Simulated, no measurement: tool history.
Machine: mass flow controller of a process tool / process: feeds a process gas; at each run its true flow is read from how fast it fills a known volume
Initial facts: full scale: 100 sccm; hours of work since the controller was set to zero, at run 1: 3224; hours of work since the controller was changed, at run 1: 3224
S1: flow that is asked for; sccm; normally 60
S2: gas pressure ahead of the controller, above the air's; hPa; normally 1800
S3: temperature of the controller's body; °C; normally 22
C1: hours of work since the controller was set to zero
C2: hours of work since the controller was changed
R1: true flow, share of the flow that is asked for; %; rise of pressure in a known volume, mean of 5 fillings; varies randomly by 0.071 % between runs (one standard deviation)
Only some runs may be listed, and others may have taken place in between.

run,hour,S1,S2,S3,C1,C2,R1
1,0.0,60,1800,22,3224,3224,99.96
2,239.3,60,1800,22,3329,3329,100.05
3,418.8,60,1800,22,3407,3407,100.03
4,584.5,60,1800,22,3480,3480,99.92
5,728.2,60,1800,22,3543,3543,100.02
6,873.7,60,1800,22,3606,3606,100.02
7,1050.1,53,1800,22,3684,3684,99.81
8,1264.4,53,1800,22,3778,3778,100.03
9,1454.7,53,1800,22,3861,3861,99.89
10,1646.4,53,1800,22,3945,3945,99.97
11,1893.7,60,1800,39,4053,4053,99.60
12,1999.3,60,2720,22,4099,4099,99.94
13,2168.6,60,2720,22,4174,4174,99.77
14,2360.4,60,1480,22,4258,4258,100.05
15,2579.6,60,1800,22,4354,4354,100.01
16,2687.4,15,1800,22,4401,4401,99.96
17,2850.4,15,1800,20,4472,4472,99.73
18,2973.4,15,1800,20,4526,4526,100.00
19,3198.1,60,1800,23,4624,4624,100.07
20,3332.3,60,1800,30,4683,4683,99.77
21,3487.5,60,1800,30,4751,4751,99.78
22,3620.1,60,2030,22,4809,4809,99.93
23,3727.0,15,1800,22,4856,4856,99.83
24,3920.6,60,1800,22,4941,4941,100.05
25,4106.6,23,1920,30,5022,5022,99.61
26,4296.2,99,2420,22,5105,5105,99.94
27,4416.3,60,2460,22,5158,5158,99.77
28,4650.3,60,1420,35,5260,5260,99.68
29,4766.2,31,2120,35,5311,5311,99.48
30,4891.0,24,1810,38,5366,5366,99.39
31,5080.5,15,1800,36,5449,5449,99.45
32,5287.6,15,1800,36,5539,5539,99.42
33,5495.3,15,1800,36,5630,5630,99.40
34,5657.1,45,2190,30,5701,5701,99.41
35,5881.1,36,1800,24,5799,5799,99.85
36,6064.2,63,1800,25,5880,5880,99.77
37,6232.7,63,1800,25,5953,5953,99.93
38,6369.3,63,1800,25,6013,6013,99.79
# hour 6393.0: controller's zero set anew
39,6572.0,29,1800,21,78,6102,99.86
40,6743.7,36,1800,36,154,6177,99.47
41,6889.7,60,1500,22,218,6241,100.04
42,7004.2,60,1500,22,268,6291,99.99
43,7108.3,16,1740,22,313,6337,99.80
44,7293.0,54,1800,37,394,6417,99.48
45,7433.3,54,1800,37,456,6479,99.52
46,7566.4,54,1800,37,514,6537,99.59
47,7706.6,54,1800,37,575,6599,99.51
48,7920.5,24,2130,36,669,6692,99.38

Forecast each of these 5 alternatives for the next run:
A,8085.4,24,1830,36,741,6764,?
B,8085.4,32,1520,25,741,6764,?
C,8085.4,24,1980,22,741,6764,?
D,8085.4,60,2800,22,741,6764,?
E,8085.4,24,2150,23,741,6764,?

run,R1
A,99.44
B,99.90
C,99.80
D,99.84
E,99.82
Take away the tool's hidden state, keep each run's random variation, and the runs would have read:
run,R1
A,99.43
B,99.89
C,99.79
D,99.83
E,99.81

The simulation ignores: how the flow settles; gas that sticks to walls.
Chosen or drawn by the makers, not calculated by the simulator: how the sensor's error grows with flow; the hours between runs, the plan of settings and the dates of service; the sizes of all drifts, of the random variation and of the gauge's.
